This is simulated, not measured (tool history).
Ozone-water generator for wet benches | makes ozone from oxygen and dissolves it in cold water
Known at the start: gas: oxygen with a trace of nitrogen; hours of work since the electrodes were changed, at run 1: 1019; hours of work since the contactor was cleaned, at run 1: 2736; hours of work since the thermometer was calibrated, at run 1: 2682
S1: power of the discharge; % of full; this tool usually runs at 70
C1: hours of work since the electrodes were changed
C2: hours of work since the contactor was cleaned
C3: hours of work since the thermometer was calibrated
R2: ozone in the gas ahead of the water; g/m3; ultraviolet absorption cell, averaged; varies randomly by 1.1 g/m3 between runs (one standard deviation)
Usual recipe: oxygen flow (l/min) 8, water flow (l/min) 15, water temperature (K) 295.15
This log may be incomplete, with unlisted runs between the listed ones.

run 1 day=0 | S1=70 oxygen_flow_(l/min)=8 water_flow_(l/min)=15 water_temperature_(K)=295.15 | C1=1019 C2=2736 C3=2682 | dissolved_ozone_(ppm)=23.3 R2=186.9
run 2 day=0.817 | S1=70 oxygen_flow_(l/min)=8 water_flow_(l/min)=15 water_temperature_(K)=291.15 | C1=1038 C2=2755 C3=2701 | dissolved_ozone_(ppm)=25.3 R2=188.2
run 3 day=1.912 | S1=70 oxygen_flow_(l/min)=8 water_flow_(l/min)=15 water_temperature_(K)=299.15 | C1=1063 C2=2781 C3=2727 | dissolved_ozone_(ppm)=21.3 R2=190.8
run 4 day=3.192 | S1=70 oxygen_flow_(l/min)=8 water_flow_(l/min)=15 water_temperature_(K)=296.15 | C1=1093 C2=2810 C3=2757 | dissolved_ozone_(ppm)=22.8 R2=186
run 5 day=4.829 | S1=70 oxygen_flow_(l/min)=8 water_flow_(l/min)=15 water_temperature_(K)=295.15 | C1=1131 C2=2848 C3=2794 | dissolved_ozone_(ppm)=23.2 R2=187.7
run 6 day=5.979 | S1=70 oxygen_flow_(l/min)=8 water_flow_(l/min)=15 water_temperature_(K)=295.15 | C1=1158 C2=2875 C3=2821 | dissolved_ozone_(ppm)=23.3 R2=187.7
run 7 day=7.375 | S1=70 oxygen_flow_(l/min)=8 water_flow_(l/min)=15 water_temperature_(K)=295.15 | C1=1190 C2=2908 C3=2854 | dissolved_ozone_(ppm)=22.8 R2=187.2
run 8 day=8.833 | S1=70 oxygen_flow_(l/min)=8 water_flow_(l/min)=15 water_temperature_(K)=295.15 | C1=1224 C2=2941 C3=2887 | dissolved_ozone_(ppm)=23 R2=185.7
run 9 day=9.508 | S1=85 oxygen_flow_(l/min)=10.98 water_flow_(l/min)=16 water_temperature_(K)=297.15 | C1=1240 C2=2957 C3=2903 | dissolved_ozone_(ppm)=24.2 R2=190.9
run 10 day=10.638 | S1=56 oxygen_flow_(l/min)=5.76 water_flow_(l/min)=15 water_temperature_(K)=295.15 | C1=1266 C2=2983 C3=2929 | dissolved_ozone_(ppm)=19.6 R2=180.7
run 11 day=11.588 | S1=70 oxygen_flow_(l/min)=5.78 water_flow_(l/min)=13 water_temperature_(K)=295.15 | C1=1288 C2=3005 C3=2951 | dissolved_ozone_(ppm)=25 R2=211.3
run 12 day=12.917 | S1=70 oxygen_flow_(l/min)=8 water_flow_(l/min)=13 water_temperature_(K)=293.15 | C1=1319 C2=3036 C3=2982 | dissolved_ozone_(ppm)=25.7 R2=184.7
run 13 day=14.429 | S1=75 oxygen_flow_(l/min)=7.74 water_flow_(l/min)=12 water_temperature_(K)=291.15 | C1=1354 C2=3071 C3=3017 | dissolved_ozone_(ppm)=29.9 R2=199.7
run 14 day=15.383 | S1=72 oxygen_flow_(l/min)=10.78 water_flow_(l/min)=15 water_temperature_(K)=296.15 | C1=1376 C2=3093 C3=3040 | dissolved_ozone_(ppm)=22.4 R2=169.2

Selected run-to-run steps in dissolved ozone (ppm), each split into two signed amounts: the part the tool would show with no hidden state at all (from settings, incoming material and random variation), and the remainder, which goes to the hidden state together with any gauge scatter not common to the measured and the hidden-state-free results:
Unlogged tool condition in this case: yield of the discharge, % of new electrodes'; contactor's efficiency, % of a clean one's; true water temperature over the reading, C; drift of the gauge itself on ozone_ppm, %; drift of the gauge itself on gas_g_m3, %.
Run 13 -> 14: S1 75 -> 72, oxygen flow (l/min) 7.74 -> 10.78, water flow (l/min) 12 -> 15, water temperature (K) 291.15 -> 296.15. dissolved ozone (ppm) -7.5: hidden state +0.5, all else -8.

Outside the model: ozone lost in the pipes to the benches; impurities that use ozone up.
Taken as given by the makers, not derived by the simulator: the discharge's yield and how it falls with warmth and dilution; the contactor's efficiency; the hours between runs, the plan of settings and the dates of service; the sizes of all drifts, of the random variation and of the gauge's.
